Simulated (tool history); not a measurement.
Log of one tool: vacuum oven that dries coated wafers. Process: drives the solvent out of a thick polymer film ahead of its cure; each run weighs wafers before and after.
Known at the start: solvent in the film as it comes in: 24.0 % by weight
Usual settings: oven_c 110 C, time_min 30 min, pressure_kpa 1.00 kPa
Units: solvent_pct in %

{"run": 1, "hour": 0.0, "oven_c": 110, "time_min": 30, "pressure_kpa": 1.0, "solvent_pct": 2.01}
{"run": 2, "hour": 47.4, "oven_c": 110, "time_min": 26, "pressure_kpa": 1.0, "solvent_pct": 2.5}
{"run": 3, "hour": 143.8, "oven_c": 110, "time_min": 26, "pressure_kpa": 1.0, "solvent_pct": 2.45}
{"run": 4, "hour": 204.4, "oven_c": 110, "time_min": 30, "pressure_kpa": 1.0, "solvent_pct": 2.01}
{"run": 5, "hour": 273.7, "oven_c": 110, "time_min": 24, "pressure_kpa": 1.0, "solvent_pct": 2.85}
{"run": 6, "hour": 342.1, "oven_c": 110, "time_min": 30, "pressure_kpa": 1.0, "solvent_pct": 1.98}
{"run": 7, "hour": 422.3, "oven_c": 110, "time_min": 30, "pressure_kpa": 1.0, "solvent_pct": 2.0}
{"run": 8, "hour": 473.8, "oven_c": 110, "time_min": 30, "pressure_kpa": 2.36, "solvent_pct": 2.95}
{"run": 9, "hour": 524.1, "oven_c": 110, "time_min": 30, "pressure_kpa": 2.36, "solvent_pct": 2.91}
{"run": 10, "hour": 608.5, "oven_c": 110, "time_min": 30, "pressure_kpa": 2.36, "solvent_pct": 2.94}
{"run": 11, "hour": 689.5, "oven_c": 110, "time_min": 30, "pressure_kpa": 2.36, "solvent_pct": 2.92}
{"run": 12, "hour": 767.8, "oven_c": 110, "time_min": 16, "pressure_kpa": 2.36, "solvent_pct": 5.71}
{"hour": 781.4, "done": "oven's thermocouples calibrated"}
{"run": 13, "hour": 876.2, "oven_c": 110, "time_min": 16, "pressure_kpa": 2.36, "solvent_pct": 5.96}
{"run": 14, "hour": 968.3, "oven_c": 110, "time_min": 16, "pressure_kpa": 2.36, "solvent_pct": 5.94}
{"run": 15, "hour": 1012.6, "oven_c": 110, "time_min": 30, "pressure_kpa": 1.0, "solvent_pct": 2.14}
{"run": 16, "hour": 1075.3, "oven_c": 110, "time_min": 30, "pressure_kpa": 1.0, "solvent_pct": 2.13}
{"run": 17, "hour": 1133.0, "oven_c": 110, "time_min": 30, "pressure_kpa": 1.0, "solvent_pct": 2.16}
{"run": 18, "hour": 1180.8, "oven_c": 110, "time_min": 30, "pressure_kpa": 1.0, "solvent_pct": 2.16}
{"run": 19, "hour": 1244.3, "oven_c": 110, "time_min": 30, "pressure_kpa": 1.0, "solvent_pct": 2.19}
{"run": 20, "hour": 1340.9, "oven_c": 120, "time_min": 30, "pressure_kpa": 2.07, "solvent_pct": 1.69}
{"run": 21, "hour": 1430.0, "oven_c": 107, "time_min": 47, "pressure_kpa": 1.89, "solvent_pct": 2.22}
{"run": 22, "hour": 1518.8, "oven_c": 120, "time_min": 34, "pressure_kpa": 1.99, "solvent_pct": 1.5}
{"run": 23, "hour": 1571.1, "oven_c": 120, "time_min": 34, "pressure_kpa": 1.99, "solvent_pct": 1.49}
{"run": 24, "hour": 1660.8, "oven_c": 120, "time_min": 34, "pressure_kpa": 1.99, "solvent_pct": 1.49}
{"hour": 1668.9, "done": "vacuum gauge cleaned of residue and calibrated"}
{"run": 25, "hour": 1739.4, "oven_c": 103, "time_min": 33, "pressure_kpa": 1.0, "solvent_pct": 3.33}
{"run": 26, "hour": 1813.6, "oven_c": 103, "time_min": 33, "pressure_kpa": 1.0, "solvent_pct": 3.3}
{"run": 27, "hour": 1905.0, "oven_c": 110, "time_min": 36, "pressure_kpa": 2.11, "solvent_pct": 2.73}
{"hour": 1939.8, "done": "vacuum gauge cleaned of residue and calibrated, once more"}
{"run": 28, "hour": 1994.3, "oven_c": 110, "time_min": 30, "pressure_kpa": 0.95, "solvent_pct": 1.69}
{"run": 29, "hour": 2049.4, "oven_c": 110, "time_min": 17, "pressure_kpa": 3.79, "solvent_pct": 6.01}
{"run": 30, "hour": 2124.0, "oven_c": 110, "time_min": 17, "pressure_kpa": 3.79, "solvent_pct": 5.94}
{"run": 31, "hour": 2197.6, "oven_c": 103, "time_min": 48, "pressure_kpa": 2.31, "solvent_pct": 2.59}
{"run": 32, "hour": 2285.2, "oven_c": 113, "time_min": 18, "pressure_kpa": 2.2, "solvent_pct": 4.0}
{"hour": 2317.0, "done": "oven's thermocouples calibrated"}
{"run": 33, "hour": 2330.5, "oven_c": 102, "time_min": 16, "pressure_kpa": 2.2, "solvent_pct": 8.05}
{"run": 34, "hour": 2393.2, "oven_c": 102, "time_min": 16, "pressure_kpa": 2.2, "solvent_pct": 8.04}
{"run": 35, "hour": 2476.5, "oven_c": 102, "time_min": 16, "pressure_kpa": 2.2, "solvent_pct": 8.02}
{"run": 36, "hour": 2579.2, "oven_c": 96, "time_min": 33, "pressure_kpa": 2.79, "solvent_pct": 6.18}
{"run": 37, "hour": 2643.6, "oven_c": 116, "time_min": 27, "pressure_kpa": 0.81, "solvent_pct": 1.37}
{"run": 38, "hour": 2689.1, "oven_c": 116, "time_min": 27, "pressure_kpa": 0.81, "solvent_pct": 1.34}

Forecast each of these 4 alternatives for the next run:
{"run": "A", "hour": 2752.8, "oven_c": 117, "time_min": 28, "pressure_kpa": 1.14, "solvent_pct": "?"}
{"run": "B", "hour": 2752.8, "oven_c": 116, "time_min": 37, "pressure_kpa": 0.81, "solvent_pct": "?"}
{"run": "C", "hour": 2752.8, "oven_c": 99, "time_min": 18, "pressure_kpa": 0.73, "solvent_pct": "?"}
{"run": "D", "hour": 2752.8, "oven_c": 110, "time_min": 30, "pressure_kpa": 0.73, "solvent_pct": "?"}

run=A solvent_pct=1.35
run=B solvent_pct=0.81
run=C solvent_pct=7.01
run=D solvent_pct=1.75
Without the tool's hidden state the same runs would have given:
run=A solvent_pct=1.30
run=B solvent_pct=0.74
run=C solvent_pct=6.98
run=D solvent_pct=1.69
